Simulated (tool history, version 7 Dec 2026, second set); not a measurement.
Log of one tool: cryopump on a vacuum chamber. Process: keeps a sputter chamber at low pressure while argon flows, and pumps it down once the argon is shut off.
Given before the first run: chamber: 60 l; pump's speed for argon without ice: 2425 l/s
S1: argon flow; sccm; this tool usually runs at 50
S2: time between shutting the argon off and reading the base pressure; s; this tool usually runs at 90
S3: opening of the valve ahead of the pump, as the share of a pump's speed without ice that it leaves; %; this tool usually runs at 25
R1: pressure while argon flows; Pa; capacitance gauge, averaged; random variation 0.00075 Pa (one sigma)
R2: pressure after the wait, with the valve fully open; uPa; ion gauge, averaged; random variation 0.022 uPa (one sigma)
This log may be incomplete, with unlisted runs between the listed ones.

Run 1, hour 0: usual settings. Result: R1 0.1406 Pa, R2 0.76 uPa.
Run 2, hour 37.2: usual settings but S2 147 s. Result: R1 0.1401 Pa, R2 0.57 uPa.
Run 3, hour 95.7: usual settings but S2 147 s. Result: R1 0.1402 Pa, R2 0.62 uPa.
Run 4, hour 163.1: usual settings but S2 147 s. Result: R1 0.1423 Pa, R2 0.64 uPa.
Run 5, hour 244.7: usual settings but S2 147 s. Result: R1 0.1427 Pa, R2 0.66 uPa.
Run 6, hour 282.6: usual settings but S2 190 s. Result: R1 0.1452 Pa, R2 0.62 uPa.
Run 7, hour 339.4: usual settings but S2 190 s. Result: R1 0.1452 Pa, R2 0.65 uPa.
Run 8, hour 386.6: usual settings but S2 245 s. Result: R1 0.1461 Pa, R2 0.57 uPa.
At hour 434.6: pump warmed up, emptied and cooled again.
Run 9, hour 441.8: usual settings but S2 245 s. Result: R1 0.1399 Pa, R2 0.59 uPa.
Run 10, hour 532.7: usual settings but S2 245 s. Result: R1 0.1417 Pa, R2 0.62 uPa.
Run 11, hour 616.5: usual settings. Result: R1 0.1418 Pa, R2 1 uPa.
Run 12, hour 674.1: usual settings. Result: R1 0.1425 Pa, R2 1.06 uPa.
Run 13, hour 712.8: usual settings. Result: R1 0.1441 Pa, R2 1.08 uPa.
Run 14, hour 775.8: usual settings. Result: R1 0.1432 Pa, R2 1.13 uPa.
Run 15, hour 820.5: usual settings. Result: R1 0.145 Pa, R2 1.17 uPa.
Run 16, hour 889.6: usual settings but S1 37 sccm. Result: R1 0.1082 Pa, R2 1.17 uPa.
At hour 905.4: pump warmed up, emptied and cooled again.
Run 17, hour 981.4: usual settings but S1 37 sccm. Result: R1 0.1051 Pa, R2 1.15 uPa.
Run 18, hour 1042: usual settings but S1 83 sccm, S2 25 s, S3 21 %. Result: R1 0.2773 Pa, R2 2.55 uPa.
Run 19, hour 1127.5: usual settings but S1 83 sccm, S2 69 s, S3 48 %. Result: R1 0.1264 Pa, R2 1.4 uPa.
Run 20, hour 1190: usual settings but S1 22 sccm, S2 86 s, S3 27 %. Result: R1 0.0593 Pa, R2 1.33 uPa.
Run 21, hour 1232.5: usual settings but S1 24 sccm, S2 115 s. Result: R1 0.0693 Pa, R2 1.19 uPa.
Run 22, hour 1275.4: usual settings but S1 24 sccm, S2 115 s. Result: R1 0.0695 Pa, R2 1.22 uPa.
Run 23, hour 1341.7: usual settings but S1 24 sccm, S2 115 s. Result: R1 0.0698 Pa, R2 1.3 uPa.
At hour 1374.6: pump warmed up, emptied and cooled again.
Run 24, hour 1396.3: usual settings but S1 76 sccm, S2 30 s, S3 39 %. Result: R1 0.1368 Pa, R2 2.4 uPa.
Run 25, hour 1483.3: usual settings but S1 99 sccm, S2 63 s, S3 57 %. Result: R1 0.126 Pa, R2 1.63 uPa.
Run 26, hour 1520: usual settings but S1 63 sccm, S2 119 s. Result: R1 0.1797 Pa, R2 1.19 uPa.
Run 27, hour 1576: usual settings but S1 21 sccm, S2 207 s, S3 18 %. Result: R1 0.0831 Pa, R2 1.08 uPa.
Run 28, hour 1623.9: usual settings but S2 52 s. Result: R1 0.1436 Pa, R2 1.88 uPa.
Run 29, hour 1709.2: usual settings but S1 58 sccm, S2 168 s, S3 34 %. Result: R1 0.1255 Pa, R2 1.23 uPa.
Run 30, hour 1792: usual settings but S1 92 sccm, S2 39 s, S3 35 %. Result: R1 0.1949 Pa, R2 2.28 uPa.
Run 31, hour 1836.5: usual settings but S1 92 sccm, S2 39 s, S3 35 %. Result: R1 0.1975 Pa, R2 2.39 uPa.
At hour 1849.2: pump warmed up, emptied and cooled again.
Run 32, hour 1891.2: usual settings but S1 92 sccm, S2 39 s, S3 35 %. Result: R1 0.1872 Pa, R2 2.21 uPa.
Run 33, hour 1933.8: usual settings but S1 95 sccm, S2 83 s, S3 21 %. Result: R1 0.3212 Pa, R2 1.57 uPa.

4 ways to go on from here, each from the tool as it stands after run 33. What would each give?
Run A, hour 2007.8: usual settings but S1 95 sccm, S2 126 s, S3 21 %. Result: R1 ?, R2 ?.
Run B, hour 2007.8: usual settings but S1 51 sccm, S2 83 s, S3 21 %. Result: R1 ?, R2 ?.
Run C, hour 2007.8: usual settings but S1 95 sccm, S2 83 s, S3 15 %. Result: R1 ?, R2 ?.
Run D, hour 2007.8: usual settings but S1 58 sccm, S2 167 s. Result: R1 ?, R2 ?.

run      R1    R2
  A  0.3198  1.41
  B  0.1736  1.59
  C  0.4475  1.54
  D  0.1656  1.32
The same runs, with their run-to-run variation unchanged, on a tool lacking any hidden condition would have given:
run      R1    R2
  A  0.3142  0.51
  B  0.1706   0.7
  C  0.4418  0.68
  D  0.1622  0.42
